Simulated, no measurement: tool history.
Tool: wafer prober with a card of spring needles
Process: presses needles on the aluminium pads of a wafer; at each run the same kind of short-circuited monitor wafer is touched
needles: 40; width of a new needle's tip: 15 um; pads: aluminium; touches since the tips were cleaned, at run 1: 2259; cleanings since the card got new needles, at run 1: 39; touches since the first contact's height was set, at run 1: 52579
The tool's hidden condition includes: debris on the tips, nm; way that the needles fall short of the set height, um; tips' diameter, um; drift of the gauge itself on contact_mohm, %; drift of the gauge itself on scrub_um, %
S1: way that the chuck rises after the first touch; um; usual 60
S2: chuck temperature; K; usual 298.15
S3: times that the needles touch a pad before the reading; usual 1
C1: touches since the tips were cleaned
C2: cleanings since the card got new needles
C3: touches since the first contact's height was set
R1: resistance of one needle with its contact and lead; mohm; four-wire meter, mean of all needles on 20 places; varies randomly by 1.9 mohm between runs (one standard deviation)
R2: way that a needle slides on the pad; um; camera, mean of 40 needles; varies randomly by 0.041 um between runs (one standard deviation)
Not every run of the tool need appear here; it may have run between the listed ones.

run	hour	S1	S2	S3	C1	C2	C3	R1	R2
1	0	60	298.15	1	2259	39	52579	217	13.41
# hour 9: tips cleaned on abrasive film
2	14.6	60	298.15	1	2953	40	60194	224	13.45
# hour 21.9: tips cleaned on abrasive film
3	33.4	60	298.15	1	6039	41	70006	235	13.4
# hour 36.6: tips cleaned on abrasive film
4	47	60	298.15	1	5484	42	77105	226	13.31
# hour 50.5: tips cleaned on abrasive film
# hour 63.6: tips cleaned on abrasive film
5	67.8	60	298.15	1	2176	44	87885	217	13.35
# hour 78.1: tips cleaned on abrasive film
6	89.7	60	298.15	1	6079	45	99341	230	13.29
# hour 91.2: tips cleaned on abrasive film
7	103.3	60	298.15	1	6347	46	106457	234	13.28
# hour 104.9: tips cleaned on abrasive film
# hour 118.8: tips cleaned on abrasive film
8	119.5	60	298.15	1	332	48	114826	210	13.21
# hour 131.8: tips cleaned on abrasive film
9	141.7	60	298.15	1	5166	49	126429	228	13.14
# hour 145.6: tips cleaned on abrasive film
# hour 153.1: height of the first contact set anew
# hour 159.4: tips cleaned on abrasive film
10	160.8	60	389.15	1	771	51	4004	227	13.68
# hour 172.4: tips cleaned on abrasive film
11	180.7	60	340.15	1	4363	52	14368	231	13.57
# hour 185.7: tips cleaned on abrasive film
12	195.5	60	340.15	1	5140	53	22105	236	13.58
# hour 199.5: tips cleaned on abrasive film
13	209.4	60	298.15	1	5187	54	29326	231	13.54
# hour 213.4: tips cleaned on abrasive film
# hour 226.5: tips cleaned on abrasive film
14	226.5	60	298.15	1	0	56	38208	203	13.47
15	237.4	60	298.15	1	5703	56	43911	233	13.45
# hour 241: tips cleaned on abrasive film
# hour 254.7: tips cleaned on abrasive film
16	258.9	60	298.15	1	2211	58	55129	220	13.44
# hour 268: tips cleaned on abrasive film
# hour 281.9: tips cleaned on abrasive film
17	281.9	60	298.15	1	0	60	67078	207	13.39
# hour 295.9: tips cleaned on abrasive film
18	299.7	60	298.15	1	1991	61	76388	217	13.39
# hour 310.5: tips cleaned on abrasive film
19	321.1	40	346.15	1	5546	62	87555	273	8.84
# hour 324.9: tips cleaned on abrasive film
20	337.3	53	339.15	2	6557	63	96030	237	11.75
# hour 339.7: tips cleaned on abrasive film
21	350.8	57	317.15	2	5840	64	103035	227	12.63
# hour 352.9: tips cleaned on abrasive film
22	360.9	57	312.15	2	4175	65	108285	223	12.56
# hour 366.1: tips cleaned on abrasive film
23	372.9	50	350.15	2	3528	66	114513	232	10.94
# hour 380.2: tips cleaned on abrasive film
24	391.7	75	321.15	1	6039	67	124368	227	16.63
# hour 393.4: tips cleaned on abrasive film
# hour 406.4: tips cleaned on abrasive film
# hour 408.8: height of the first contact set anew
25	411.8	53	322.15	1	2677	69	1570	235	11.95
# hour 421.2: tips cleaned on abrasive film
26	431.8	60	363.15	1	5598	70	12006	245	13.61
# hour 435.5: tips cleaned on abrasive film
# hour 448.7: tips cleaned on abrasive film
27	448.7	62	319.15	1	0	72	20787	213	13.92
28	460.7	52	319.15	1	6283	72	27070	249	11.74
# hour 462.4: tips cleaned on abrasive film
# hour 477.2: tips cleaned on abrasive film
29	484	56	347.15	1	3526	74	39167	239	12.61

Run 30, settings as shown, results not yet in. Your forecast:
# hour 491.1: tips cleaned on abrasive film
30	496.6	73	365.15	2	2858	75	45724	?	?

R1: 223 mohm
R2: 16.47 um
On a tool with no hidden condition, and with the same random variation, this run would have come out at R1 215 mohm, R2 16.62 um.

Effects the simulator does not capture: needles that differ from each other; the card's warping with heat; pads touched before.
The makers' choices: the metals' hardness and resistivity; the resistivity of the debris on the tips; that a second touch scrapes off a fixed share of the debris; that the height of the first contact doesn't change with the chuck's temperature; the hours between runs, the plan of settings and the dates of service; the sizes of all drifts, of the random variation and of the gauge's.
